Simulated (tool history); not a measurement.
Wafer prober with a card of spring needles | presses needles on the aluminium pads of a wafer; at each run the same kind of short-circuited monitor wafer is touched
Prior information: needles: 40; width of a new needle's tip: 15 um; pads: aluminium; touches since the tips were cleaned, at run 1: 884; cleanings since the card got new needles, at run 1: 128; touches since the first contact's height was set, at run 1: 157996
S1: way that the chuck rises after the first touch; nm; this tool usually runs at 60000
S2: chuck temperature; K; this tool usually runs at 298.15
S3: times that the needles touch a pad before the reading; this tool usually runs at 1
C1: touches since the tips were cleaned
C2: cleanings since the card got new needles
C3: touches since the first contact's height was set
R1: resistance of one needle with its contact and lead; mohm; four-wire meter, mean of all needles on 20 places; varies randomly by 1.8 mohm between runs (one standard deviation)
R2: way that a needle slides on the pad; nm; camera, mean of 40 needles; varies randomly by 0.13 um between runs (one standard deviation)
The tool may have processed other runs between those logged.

run   hour     S1      S2  S3    C1   C2      C3   R1     R2
  1    0.0  60000  298.15   1   884  128  157996  187  15100
       3.3  -- tips cleaned on abrasive film
       7.7  -- tips cleaned on abrasive film
      13.2  -- tips cleaned on abrasive film
      18.6  -- tips cleaned on abrasive film
      23.0  -- tips cleaned on abrasive film
      28.5  -- tips cleaned on abrasive film
      34.0  -- tips cleaned on abrasive film
  2   34.3  60000  298.15   1   210  135  176246  187  15320
      38.7  -- tips cleaned on abrasive film
      43.1  -- tips cleaned on abrasive film
      48.6  -- tips cleaned on abrasive film
      52.1  -- height of the first contact set anew
      54.4  -- tips cleaned on abrasive film
      59.8  -- tips cleaned on abrasive film
  3   64.0  60000  302.15   1  2253  140    6326  185  15360
      65.2  -- tips cleaned on abrasive film
      70.6  -- tips cleaned on abrasive film
      76.1  -- tips cleaned on abrasive film
      80.5  -- tips cleaned on abrasive film
      85.9  -- tips cleaned on abrasive film
      91.4  -- tips cleaned on abrasive film
  4   91.6  60000  298.15   1    81  146   20955  188  15320
      95.9  -- tips cleaned on abrasive film
     101.4  -- tips cleaned on abrasive film
     106.9  -- tips cleaned on abrasive film
     112.3  -- tips cleaned on abrasive film
     117.8  -- tips cleaned on abrasive film
     122.2  -- tips cleaned on abrasive film
  5  124.7  60000  298.15   1  1351  152   38603  184  15340
     126.9  -- tips cleaned on abrasive film
     131.3  -- tips cleaned on abrasive film
     136.8  -- tips cleaned on abrasive film
     142.3  -- tips cleaned on abrasive film
     147.7  -- tips cleaned on abrasive film
     152.1  -- tips cleaned on abrasive film
  6  154.8  60000  298.15   1  1455  158   54605  187  15330
     157.0  -- tips cleaned on abrasive film
     161.4  -- tips cleaned on abrasive film
     166.9  -- tips cleaned on abrasive film
     172.4  -- tips cleaned on abrasive film
     177.8  -- tips cleaned on abrasive film
     183.3  -- tips cleaned on abrasive film
     187.7  -- tips cleaned on abrasive film
     192.1  -- tips cleaned on abrasive film
  7  194.3  60000  298.15   1  1199  166   75590  189  15110
     196.5  -- tips cleaned on abrasive film
     202.0  -- tips cleaned on abrasive film
     207.5  -- tips cleaned on abrasive film
     212.9  -- tips cleaned on abrasive film
     218.4  -- tips cleaned on abrasive film
     223.8  -- tips cleaned on abrasive film
     229.3  -- tips cleaned on abrasive film
  8  232.6  60000  298.15   1  1776  173   95983  190  15040
     233.8  -- tips cleaned on abrasive film
     238.1  -- tips cleaned on abrasive film
     243.6  -- tips cleaned on abrasive film
     249.1  -- tips cleaned on abrasive film
     254.5  -- tips cleaned on abrasive film
     258.9  -- tips cleaned on abrasive film
  9  259.6  60000  298.15   2   360  179  110309  183  15140
     264.0  -- tips cleaned on abrasive film
     268.4  -- tips cleaned on abrasive film
     273.8  -- tips cleaned on abrasive film
 10  276.5  60000  298.15   1  1461  182  119335  188  15300
     278.8  -- tips cleaned on abrasive film
     283.2  -- tips cleaned on abrasive film
     288.6  -- tips cleaned on abrasive film
     293.0  -- tips cleaned on abrasive film
     298.5  -- tips cleaned on abrasive film
     304.0  -- tips cleaned on abrasive film
     309.4  -- tips cleaned on abrasive film
 11  309.9  60000  298.15   1   274  189  137065  189  15030
     314.3  -- tips cleaned on abrasive film
     319.8  -- tips cleaned on abrasive film
     325.2  -- tips cleaned on abrasive film
     329.6  -- tips cleaned on abrasive film
     334.0  -- tips cleaned on abrasive film
 12  335.5  60000  298.15   1   771  194  150637  185  15100
     338.8  -- tips cleaned on abrasive film
     344.2  -- tips cleaned on abrasive film
     349.7  -- tips cleaned on abrasive film
     354.1  -- tips cleaned on abrasive film
     359.6  -- tips cleaned on abrasive film
 13  362.0  66000  348.15   3  1298  199  164738  196  16890
     364.2  -- tips cleaned on abrasive film
     368.6  -- tips cleaned on abrasive film
     374.0  -- tips cleaned on abrasive film
     379.5  -- tips cleaned on abrasive film
     385.0  -- tips cleaned on abrasive film
 14  385.4  66000  312.15   2   247  204  177204  186  16650
     389.8  -- tips cleaned on abrasive film
     394.2  -- tips cleaned on abrasive film
     398.6  -- tips cleaned on abrasive film
     402.1  -- height of the first contact set anew
     404.4  -- tips cleaned on abrasive film
     409.8  -- tips cleaned on abrasive film
     415.3  -- tips cleaned on abrasive film
 15  418.2  66000  312.15   2  1565  210    8548  189  17030
     420.4  -- tips cleaned on abrasive film
     424.8  -- tips cleaned on abrasive film
     430.3  -- tips cleaned on abrasive film
     434.7  -- tips cleaned on abrasive film
 16  437.5  52000  325.15   1  1512  214   18789  195  13170
     439.7  -- tips cleaned on abrasive film
     444.1  -- tips cleaned on abrasive film
     449.6  -- tips cleaned on abrasive film
     455.0  -- tips cleaned on abrasive film
     460.5  -- tips cleaned on abrasive film
 17  464.2  52000  325.15   1  2022  219   33032  196  13080
     465.4  -- tips cleaned on abrasive film
     469.8  -- tips cleaned on abrasive film
     474.2  -- tips cleaned on abrasive film
     479.6  -- tips cleaned on abrasive film
 18  480.8  42000  392.15   1   640  223   41819  214  10530
     484.2  -- tips cleaned on abrasive film
     489.6  -- tips cleaned on abrasive film
     495.1  -- tips cleaned on abrasive film
     500.5  -- tips cleaned on abrasive film
 19  503.6  42000  392.15   1  1629  227   53927  218  10780
     505.8  -- tips cleaned on abrasive film
     511.3  -- tips cleaned on abrasive film
     516.7  -- tips cleaned on abrasive film
     522.2  -- tips cleaned on abrasive film
     526.6  -- tips cleaned on abrasive film
 20  530.8  80000  323.15   1  2303  232   68451  185  20230
     532.0  -- tips cleaned on abrasive film
     536.4  -- tips cleaned on abrasive film
     541.9  -- tips cleaned on abrasive film
     547.3  -- tips cleaned on abrasive film
     552.8  -- tips cleaned on abrasive film
     558.3  -- tips cleaned on abrasive film
     562.7  -- tips cleaned on abrasive film
 21  562.7  49000  381.15   3     0  239   85379  211  12650
     568.2  -- tips cleaned on abrasive film
     573.7  -- tips cleaned on abrasive film
     578.1  -- tips cleaned on abrasive film
 22  580.8  52000  305.15   1  1495  242   95018  190  13190
     583.1  -- tips cleaned on abrasive film
     588.5  -- tips cleaned on abrasive film
     594.0  -- tips cleaned on abrasive film
 23  597.7  52000  305.15   1  2000  245  104001  194  13260

Consider 3 possible next runs. They are alternatives, not a sequence: every one starts from the tool as it was left by run 23. What does each give?
     598.9  -- tips cleaned on abrasive film
     603.2  -- tips cleaned on abrasive film
     608.7  -- tips cleaned on abrasive film
     614.2  -- tips cleaned on abrasive film
  A  615.9  75000  305.15   1  911  249  113642   ?   ?
     598.9  -- tips cleaned on abrasive film
     603.2  -- tips cleaned on abrasive film
     608.7  -- tips cleaned on abrasive film
     614.2  -- tips cleaned on abrasive film
  B  615.9  60000  384.15   1  911  249  113642   ?   ?
     598.9  -- tips cleaned on abrasive film
     603.2  -- tips cleaned on abrasive film
     608.7  -- tips cleaned on abrasive film
     614.2  -- tips cleaned on abrasive film
  C  615.9  52000  305.15   2  911  249  113642   ?   ?

run   R1     R2
  A  184  19110
  B  209  15300
  C  188  13140
The same runs, with their run-to-run variation unchanged, on a tool lacking any hidden condition would have given:
run   R1     R2
  A  184  19120
  B  209  15310
  C  187  13150
